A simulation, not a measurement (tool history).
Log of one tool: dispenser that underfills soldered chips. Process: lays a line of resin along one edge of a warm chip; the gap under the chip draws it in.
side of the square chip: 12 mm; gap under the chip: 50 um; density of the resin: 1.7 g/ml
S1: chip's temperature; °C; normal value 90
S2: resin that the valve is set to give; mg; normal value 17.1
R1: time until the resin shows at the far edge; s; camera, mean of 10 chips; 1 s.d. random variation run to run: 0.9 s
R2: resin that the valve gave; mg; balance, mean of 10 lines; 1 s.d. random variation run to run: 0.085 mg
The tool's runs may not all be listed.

Run 1, day 0: usual settings. Result: R1 97.1 s, R2 16.58 mg.
Run 2, day 0.096: usual settings. Result: R1 109.8 s, R2 16.79 mg.
Run 3, day 0.271: usual settings. Result: R1 131.7 s, R2 16.44 mg.
Run 4, day 0.383: usual settings. Result: R1 149.3 s, R2 16.67 mg.
At day 0.433: new syringe of resin.
Run 5, day 0.512: usual settings. Result: R1 92.9 s, R2 16.56 mg.
Run 6, day 0.688: usual settings but S2 17.7 mg. Result: R1 110.7 s, R2 17.17 mg.
Run 7, day 0.854: usual settings but S1 79 °C, S2 17.7 mg. Result: R1 221.8 s, R2 17 mg.
At day 0.971: new syringe of resin.
Run 8, day 1.046: usual settings but S1 84 °C, S2 17.7 mg. Result: R1 119.7 s, R2 17.12 mg.
Run 9, day 1.221: usual settings but S1 77 °C, S2 15.5 mg. Result: R1 216.1 s, R2 14.93 mg.
Run 10, day 1.375: usual settings but S1 101 °C, S2 16.7 mg. Result: R1 82.1 s, R2 16.09 mg.
Run 11, day 1.488: usual settings but S1 89 °C, S2 18.8 mg. Result: R1 157.6 s, R2 17.95 mg.
At day 1.512: new syringe of resin.
Run 12, day 1.642: usual settings but S1 91 °C, S2 15.9 mg. Result: R1 95.8 s, R2 15.39 mg.
Run 13, day 1.742: usual settings but S1 91 °C, S2 15.9 mg. Result: R1 110.7 s, R2 15.22 mg.

Each row is a separate what-if for the run after 13, all from the same tool condition, not one after another. Results?
Run A, day 1.904: usual settings but S1 82 °C, S2 21.1 mg. Result: R1 ?, R2 ?.
Run B, day 1.904: usual settings but S1 82 °C. Result: R1 ?, R2 ?.
Run C, day 1.904: usual settings but S1 99 °C, S2 21.6 mg. Result: R1 ?, R2 ?.

run     R1     R2
  A  187.2  20.05
  B    194  16.29
  C   87.6  20.69
The same runs, with their run-to-run variation unchanged, on a tool lacking any hidden condition would have given:
run     R1     R2
  A  120.1  21.04
  B  123.6   17.1
  C   56.2  21.71
